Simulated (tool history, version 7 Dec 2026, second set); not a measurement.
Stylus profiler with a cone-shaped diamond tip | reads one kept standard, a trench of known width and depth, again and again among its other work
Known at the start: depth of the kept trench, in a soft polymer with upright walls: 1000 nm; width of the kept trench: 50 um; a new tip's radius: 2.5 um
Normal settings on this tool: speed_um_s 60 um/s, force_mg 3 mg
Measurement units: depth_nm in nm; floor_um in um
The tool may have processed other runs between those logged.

Run 1, hour 0: usual settings. Result: depth_nm 1006.11 nm, floor_um 45.84 um.
Run 2, hour 31.6: usual settings. Result: depth_nm 1006.42 nm, floor_um 45.83 um.
Run 3, hour 69.9: usual settings. Result: depth_nm 1006.3 nm, floor_um 45.87 um.
Run 4, hour 86.9: usual settings but force_mg 8.46 mg. Result: depth_nm 1012.38 nm, floor_um 45.87 um.
Run 5, hour 106.9: usual settings. Result: depth_nm 1006.01 nm, floor_um 45.79 um.
Run 6, hour 135.1: usual settings. Result: depth_nm 1006.16 nm, floor_um 45.81 um.
Run 7, hour 157.5: usual settings but speed_um_s 225 um/s. Result: depth_nm 1006.2 nm, floor_um 45.47 um.
Run 8, hour 194.6: usual settings but force_mg 1.53 mg. Result: depth_nm 1004.07 nm, floor_um 45.73 um.
Run 9, hour 212.8: usual settings but force_mg 1.53 mg. Result: depth_nm 1004.04 nm, floor_um 45.71 um.
Run 10, hour 247.9: usual settings but force_mg 1.53 mg. Result: depth_nm 1004.06 nm, floor_um 45.77 um.
Run 11, hour 283.2: usual settings but force_mg 1.53 mg. Result: depth_nm 1003.91 nm, floor_um 45.7 um.
Run 12, hour 307.5: usual settings but force_mg 1.53 mg. Result: depth_nm 1004.06 nm, floor_um 45.7 um.
Run 13, hour 331.5: usual settings but force_mg 1.53 mg. Result: depth_nm 1003.67 nm, floor_um 45.65 um.
Run 14, hour 358.5: usual settings but force_mg 1.53 mg. Result: depth_nm 1003.82 nm, floor_um 45.69 um.
Run 15, hour 385.2: usual settings but force_mg 1.53 mg. Result: depth_nm 1003.94 nm, floor_um 45.71 um.
Run 16, hour 409.6: usual settings but force_mg 1.53 mg. Result: depth_nm 1003.9 nm, floor_um 45.66 um.
Run 17, hour 431.4: usual settings but force_mg 3.52 mg. Result: depth_nm 1006.6 nm, floor_um 45.69 um.
Run 18, hour 458.2: usual settings but force_mg 3.52 mg. Result: depth_nm 1006.65 nm, floor_um 45.72 um.
Run 19, hour 494.9: usual settings but speed_um_s 124 um/s, force_mg 5.64 mg. Result: depth_nm 1009.43 nm, floor_um 45.58 um.
Run 20, hour 528.1: usual settings but speed_um_s 33 um/s, force_mg 1.36 mg. Result: depth_nm 1003.3 nm, floor_um 45.63 um.
Run 21, hour 562.6: usual settings but speed_um_s 33 um/s, force_mg 1.36 mg. Result: depth_nm 1003.15 nm, floor_um 45.66 um.
At hour 566.8: height scale calibrated on a step standard.
Run 22, hour 596.8: usual settings but force_mg 1.11 mg. Result: depth_nm 1003.01 nm, floor_um 45.54 um.
Run 23, hour 633.7: usual settings but speed_um_s 143 um/s, force_mg 3.66 mg. Result: depth_nm 1006.94 nm, floor_um 45.42 um.
Run 24, hour 660.5: usual settings but speed_um_s 143 um/s, force_mg 3.77 mg. Result: depth_nm 1006.98 nm, floor_um 45.45 um.
At hour 690.8: height scale calibrated on a step standard, once more.
Run 25, hour 697.3: usual settings but speed_um_s 73 um/s, force_mg 7.37 mg. Result: depth_nm 1011.22 nm, floor_um 45.57 um.
Run 26, hour 736.1: usual settings but speed_um_s 123 um/s, force_mg 1.56 mg. Result: depth_nm 1004.07 nm, floor_um 45.32 um.
Run 27, hour 767: usual settings but speed_um_s 123 um/s, force_mg 1.56 mg. Result: depth_nm 1003.59 nm, floor_um 45.28 um.
Run 28, hour 804: usual settings but speed_um_s 61 um/s, force_mg 2.53 mg. Result: depth_nm 1005.07 nm, floor_um 45.5 um.
Run 29, hour 837: usual settings but speed_um_s 61 um/s, force_mg 2.53 mg. Result: depth_nm 1005.59 nm, floor_um 45.47 um.
Run 30, hour 873.2: usual settings but speed_um_s 109 um/s, force_mg 3.65 mg. Result: depth_nm 1006.63 nm, floor_um 45.39 um.
Run 31, hour 897.9: usual settings but speed_um_s 109 um/s, force_mg 3.65 mg. Result: depth_nm 1006.68 nm, floor_um 45.43 um.
Run 32, hour 914.8: usual settings but speed_um_s 21 um/s, force_mg 4.86 mg. Result: depth_nm 1008.65 nm, floor_um 45.57 um.
Run 33, hour 943.4: usual settings but speed_um_s 91 um/s, force_mg 4.94 mg. Result: depth_nm 1008.25 nm, floor_um 45.46 um.
Run 34, hour 976.7: usual settings but speed_um_s 102 um/s, force_mg 8.74 mg. Result: depth_nm 1012.25 nm, floor_um 45.42 um.
Run 35, hour 995: usual settings but speed_um_s 101 um/s, force_mg 1.61 mg. Result: depth_nm 1003.7 nm, floor_um 45.29 um.

Hidden state or all else? Some run-to-run changes of depth_nm, split into what the settings, what came in and random variation would give without the hidden state, and what is left for the hidden state (with any gauge scatter that isn't in both results):
The hidden state here: radius of the tip, um; height scale over the true one, %; drift of the gauge itself on depth_nm, %; drift of the gauge itself on floor_um, %.
Run 2 -> 3: settings left as they were, no log entry in between. depth_nm -0.12 nm: hidden state -0.04, all else -0.08.
Run 4 -> 5: force_mg 8.46 -> 3. depth_nm -6.37 nm: hidden state -0.02, all else -6.35.
Run 21 -> 22: speed_um_s 33 -> 60, force_mg 1.36 -> 1.11, height scale calibrated on a step standard. depth_nm -0.14 nm: hidden state -0.08, all else -0.06.
Run 24 -> 25: speed_um_s 143 -> 73, force_mg 3.77 -> 7.37, height scale calibrated on a step standard, once more. depth_nm +4.24 nm: hidden state +0.3, all else +3.94.
Run 25 -> 26: speed_um_s 73 -> 123, force_mg 7.37 -> 1.56. depth_nm -7.15 nm: hidden state -0.04, all else -7.11.
Run 34 -> 35: speed_um_s 102 -> 101, force_mg 8.74 -> 1.61. depth_nm -8.55 nm: hidden state -0.01, all else -8.54.
